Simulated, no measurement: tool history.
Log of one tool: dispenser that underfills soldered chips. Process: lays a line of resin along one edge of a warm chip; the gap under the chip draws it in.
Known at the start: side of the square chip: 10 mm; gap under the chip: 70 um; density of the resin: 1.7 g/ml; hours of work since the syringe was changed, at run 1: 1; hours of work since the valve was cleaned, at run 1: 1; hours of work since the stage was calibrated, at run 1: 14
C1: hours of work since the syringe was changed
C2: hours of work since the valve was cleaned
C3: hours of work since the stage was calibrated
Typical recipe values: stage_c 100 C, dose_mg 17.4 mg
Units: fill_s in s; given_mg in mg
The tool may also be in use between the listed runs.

Run 1, hour 0: usual settings; C1 1; C2 1; C3 14. Result: fill_s 38.7 s, given_mg 17.35 mg.
Run 2, hour 5.7: usual settings but stage_c 101 C; C1 5; C2 5; C3 18. Result: fill_s 42.5 s, given_mg 17.39 mg.
At hour 6.9: new syringe of resin.
Run 3, hour 9.5: usual settings but dose_mg 15.5 mg; C1 2; C2 8; C3 20. Result: fill_s 40.6 s, given_mg 15.27 mg.
Run 4, hour 12.7: usual settings; C1 4; C2 10; C3 23. Result: fill_s 44.3 s, given_mg 17.22 mg.
At hour 15.3: new syringe of resin.
Run 5, hour 17.2: usual settings but dose_mg 14.9 mg; C1 1; C2 13; C3 26. Result: fill_s 39.7 s, given_mg 14.64 mg.
Run 6, hour 23.1: usual settings but dose_mg 19.1 mg; C1 5; C2 17; C3 30. Result: fill_s 44.8 s, given_mg 18.84 mg.
At hour 23.8: new syringe of resin.
Run 7, hour 26.7: usual settings but dose_mg 19.1 mg; C1 2; C2 19; C3 32. Result: fill_s 38.9 s, given_mg 18.65 mg.
At hour 32.2: new syringe of resin.
Run 8, hour 33: usual settings but stage_c 89 C, dose_mg 15.7 mg; C1 1; C2 23; C3 36. Result: fill_s 65.6 s, given_mg 15.36 mg.
Run 9, hour 37.1: usual settings but stage_c 85 C, dose_mg 16.5 mg; C1 3; C2 26; C3 39. Result: fill_s 86.6 s, given_mg 16.1 mg.
At hour 40.7: new syringe of resin.
Run 10, hour 41.6: usual settings but stage_c 87 C, dose_mg 15.2 mg; C1 1; C2 29; C3 42. Result: fill_s 73.1 s, given_mg 15.01 mg.
Run 11, hour 46.9: usual settings but stage_c 87 C, dose_mg 15.2 mg; C1 4; C2 33; C3 46. Result: fill_s 84.7 s, given_mg 14.76 mg.
At hour 49.4: new syringe of resin.
Run 12, hour 52.6: usual settings but stage_c 87 C, dose_mg 19.7 mg; C1 2; C2 37; C3 50. Result: fill_s 72.4 s, given_mg 19.04 mg.
At hour 57.8: new syringe of resin.
Run 13, hour 57.9: usual settings but stage_c 87 C, dose_mg 19.7 mg; C1 0; C2 40; C3 53. Result: fill_s 66.8 s, given_mg 19.13 mg.
Run 14, hour 61.4: usual settings but stage_c 87 C, dose_mg 18.3 mg; C1 3; C2 43; C3 56. Result: fill_s 73.7 s, given_mg 17.7 mg.

For some of the steps in fill_s from one run to the next: how much would appear even if the tool had no hidden state, given the settings, what came in and random variation, and how much remains for the hidden state plus any gauge scatter that the measured result and the result without hidden state don't share?
Unlogged tool condition in this case: resin's viscosity, % of fresh resin's; dose that the valve gives, % of what is set; true chip temperature over the reading, C; drift of the gauge itself on fill_s, %; drift of the gauge itself on given_mg, %.
Run 7 -> 8: stage_c 100 -> 89, dose_mg 19.1 -> 15.7, new syringe of resin. fill_s +26.7 s: hidden state -0.9, all else +27.6.
Run 10 -> 11: no setting changed, nothing entered. fill_s +11.6 s: hidden state +10.3, all else +1.3.
